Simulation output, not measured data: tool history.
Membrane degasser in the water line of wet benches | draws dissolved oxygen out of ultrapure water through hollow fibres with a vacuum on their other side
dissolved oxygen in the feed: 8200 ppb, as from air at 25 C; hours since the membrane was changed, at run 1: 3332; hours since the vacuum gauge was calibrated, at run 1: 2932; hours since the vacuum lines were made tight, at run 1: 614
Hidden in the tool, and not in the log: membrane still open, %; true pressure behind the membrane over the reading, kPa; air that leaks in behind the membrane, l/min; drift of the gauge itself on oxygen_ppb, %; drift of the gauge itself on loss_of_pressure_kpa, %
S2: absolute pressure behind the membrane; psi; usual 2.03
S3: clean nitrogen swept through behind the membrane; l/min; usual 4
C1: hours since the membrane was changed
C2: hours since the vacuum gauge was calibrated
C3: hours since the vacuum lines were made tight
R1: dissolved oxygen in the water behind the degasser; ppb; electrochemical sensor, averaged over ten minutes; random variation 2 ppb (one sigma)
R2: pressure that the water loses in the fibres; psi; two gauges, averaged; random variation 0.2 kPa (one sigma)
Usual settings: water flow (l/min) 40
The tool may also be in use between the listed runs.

Run 1, hour 0: usual settings; C1 3332; C2 2932; C3 614. Result: R1 253.6 ppb, R2 6.643 psi.
Run 2, hour 88.2: usual settings; C1 3420; C2 3020; C3 702. Result: R1 256.7 ppb, R2 6.721 psi.
Run 3, hour 140.3: usual settings; C1 3472; C2 3072; C3 754. Result: R1 260.9 ppb, R2 6.712 psi.
Run 4, hour 223.8: usual settings; C1 3556; C2 3155; C3 838. Result: R1 254.6 ppb, R2 6.64 psi.
Run 5, hour 315.7: usual settings but S3 5.29 l/min; C1 3647; C2 3247; C3 930. Result: R1 203.4 ppb, R2 6.675 psi.
Run 6, hour 408.9: usual settings but S2 1.58 psi; C1 3741; C2 3340; C3 1023. Result: R1 188.2 ppb, R2 6.738 psi.
Run 7, hour 467.6: usual settings but S2 1.58 psi; C1 3799; C2 3399; C3 1082. Result: R1 188.1 ppb, R2 6.718 psi.
Run 8, hour 546.5: usual settings but S2 1.58 psi; C1 3878; C2 3478; C3 1160. Result: R1 190.5 ppb, R2 6.711 psi.
Run 9, hour 607.1: usual settings but S2 1.58 psi; C1 3939; C2 3539; C3 1221. Result: R1 187.7 ppb, R2 6.72 psi.
Run 10, hour 658.8: usual settings; C1 3990; C2 3590; C3 1273. Result: R1 258.1 ppb, R2 6.708 psi.
Run 11, hour 728.1: usual settings but water flow (l/min) 27, S2 1.31 psi, S3 7.5 l/min; C1 4060; C2 3660; C3 1342. Result: R1 54.7 ppb, R2 4.572 psi.
Run 12, hour 804.4: usual settings but water flow (l/min) 46, S3 2.24 l/min; C1 4136; C2 3736; C3 1418. Result: R1 476.3 ppb, R2 7.702 psi.
Run 13, hour 919.8: usual settings but water flow (l/min) 28, S2 4.54 psi, S3 3.91 l/min; C1 4251; C2 3851; C3 1534. Result: R1 458.7 ppb, R2 4.705 psi.
Run 14, hour 975.9: usual settings but water flow (l/min) 54, S2 2.48 psi, S3 2.49 l/min; C1 4308; C2 3907; C3 1590. Result: R1 641.4 ppb, R2 9.058 psi.

Run 15 comes next. What will it give?
Run 15, hour 1095.4: usual settings but water flow (l/min) 54, S2 2.48 psi, S3 2.49 l/min; C1 4427; C2 4027; C3 1709. Result: R1 ?, R2 ?.

{"run 15": {"R1": 641.4, "R2": 9.165}}
Without the tool's hidden state the same run would have given R1 641.2 ppb, R2 9.058 psi.
